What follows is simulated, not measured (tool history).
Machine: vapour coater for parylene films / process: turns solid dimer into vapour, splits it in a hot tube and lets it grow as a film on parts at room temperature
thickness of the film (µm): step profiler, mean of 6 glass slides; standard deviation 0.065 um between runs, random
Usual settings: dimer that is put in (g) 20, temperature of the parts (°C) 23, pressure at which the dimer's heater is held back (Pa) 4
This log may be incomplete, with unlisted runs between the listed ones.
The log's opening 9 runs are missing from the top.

run   hour  dimer that is put in (g)  temperature of the parts (°C)  pressure at which the dimer's heater is held back (Pa)  hours of work since the trap's valve was overhauled  hours of work since the table's thermometer was calibrated  thickness of the film (µm)
 10    255                        20                             23                                                       4                                                  220                                                         638                        9.58
 11  286.9                        20                             23                                                       4                                                  244                                                         663                         9.5
 12  317.4                        20                             23                                                       4                                                  267                                                         686                        9.58
 13    343                        23                             23                                                       4                                                  287                                                         705                       10.94
 14  367.3                        20                             23                                                       5                                                  305                                                         724                        8.97
 15    399                        20                             23                                                       5                                                  329                                                         748                        9.04
 16  438.7                        20                             23                                                       5                                                  359                                                         778                        8.92
 17    475                        14                             23                                                    4.13                                                  387                                                         805                        6.45
 18  505.6                         9                             17                                                    4.51                                                  410                                                         828                        4.58
 19  535.1                        29                             17                                                    4.89                                                  432                                                         851                       14.35
 20  563.7                        29                             29                                                    4.35                                                  454                                                         873                       11.73
 21  591.7                        15                             23                                                    3.31                                                  475                                                         894                        7.16
 22  617.7                        15                             23                                                    3.31                                                  495                                                         914                        7.04
 23  640.8                        20                             27                                                    5.34                                                  513                                                         931                         7.9
 24  665.1                        20                             22                                                       4                                                  531                                                         949                         9.1
 25    701                        25                             32                                                    3.42                                                  558                                                         977                         9.7
     712.8  -- trap's valve overhauled
 26  736.8                        25                             32                                                    3.42                                                   18                                                        1001                       10.89
 27  756.5                        25                             32                                                    3.42                                                   33                                                        1016                       10.78
 28    784                        25                             32                                                    3.42                                                   54                                                        1037                       10.85
 29    821                        29                             23                                                    9.19                                                   82                                                        1065                       12.25
 30  851.3                        11                             31                                                    8.35                                                  105                                                        1088                        4.02

Alternative continuations, all from the tool just after run 30; predict every row:
  A  872.9                        31                             27                                                    2.22                                                  121                                                        1104                           ?
  B  872.9                        10                             31                                                    5.09                                                  121                                                        1104                           ?
  C  872.9                        23                             35                                                    2.37                                                  121                                                        1104                           ?
  D  872.9                        20                             31                                                    8.35                                                  121                                                        1104                           ?

run  thickness of the film (µm)
  A                       16.01
  B                        4.06
  C                          10
  D                        7.19
The same runs, with their run-to-run variation unchanged, on a tool lacking any hidden condition would have given:
run  thickness of the film (µm)
  A                       16.58
  B                         4.2
  C                       10.35
  D                        7.44
